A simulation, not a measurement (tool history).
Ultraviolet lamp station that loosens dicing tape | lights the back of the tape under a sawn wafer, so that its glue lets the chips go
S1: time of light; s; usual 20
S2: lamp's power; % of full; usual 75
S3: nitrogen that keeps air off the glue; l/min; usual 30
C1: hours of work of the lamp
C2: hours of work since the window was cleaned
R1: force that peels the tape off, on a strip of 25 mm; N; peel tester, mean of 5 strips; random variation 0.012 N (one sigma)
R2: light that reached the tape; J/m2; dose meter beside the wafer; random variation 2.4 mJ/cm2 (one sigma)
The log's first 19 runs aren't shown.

run	hour	S1	S2	S3	C1	C2	R1	R2
20	955.6	20	75	23	590	418	1.038	1910
21	999.5	20	94	23	617	445	0.691	2350
22	1055.7	20	94	41	652	480	0.490	2360
23	1114.6	11	75	21	688	516	2.288	1010
24	1152.0	23	99	43	711	539	0.326	2760
25	1187.1	10	85	30	733	561	1.960	1020
# hour 1201.9: window cleaned of glue's vapour
26	1235.9	16	84	53	763	21	0.744	1760
27	1291.5	20	60	10	797	55	1.954	1560
28	1335.8	20	73	30	824	83	0.894	1860
29	1399.6	20	73	30	864	122	0.947	1800
30	1453.5	21	73	14	897	155	1.397	1890
31	1496.8	20	77	26	924	182	1.015	1860
32	1525.4	20	98	43	941	200	0.461	2340
33	1585.2	20	69	21	978	237	1.306	1680
34	1632.8	14	75	55	1008	266	1.306	1220
35	1693.2	35	78	41	1045	303	0.250	3080
36	1748.4	35	78	41	1079	338	0.274	3070
37	1807.0	36	67	38	1115	374	0.385	2670

5 ways to go on from here, each from the tool as it stands after run 37. What would each give?
A	1861.6	10	95	47	1149	407	?	?
B	1861.6	12	75	43	1149	407	?	?
C	1861.6	36	67	29	1149	407	?	?
D	1861.6	10	67	38	1149	407	?	?
E	1861.6	10	98	16	1149	407	?	?

run	R1	R2
A	1.670	1020
B	1.865	960
C	0.509	2600
D	2.461	720
E	2.395	1100
Without the tool's hidden state the same runs would have given:
run	R1	R2
A	0.937	1570
B	1.096	1480
C	0.175	4000
D	1.674	1100
E	1.588	1670

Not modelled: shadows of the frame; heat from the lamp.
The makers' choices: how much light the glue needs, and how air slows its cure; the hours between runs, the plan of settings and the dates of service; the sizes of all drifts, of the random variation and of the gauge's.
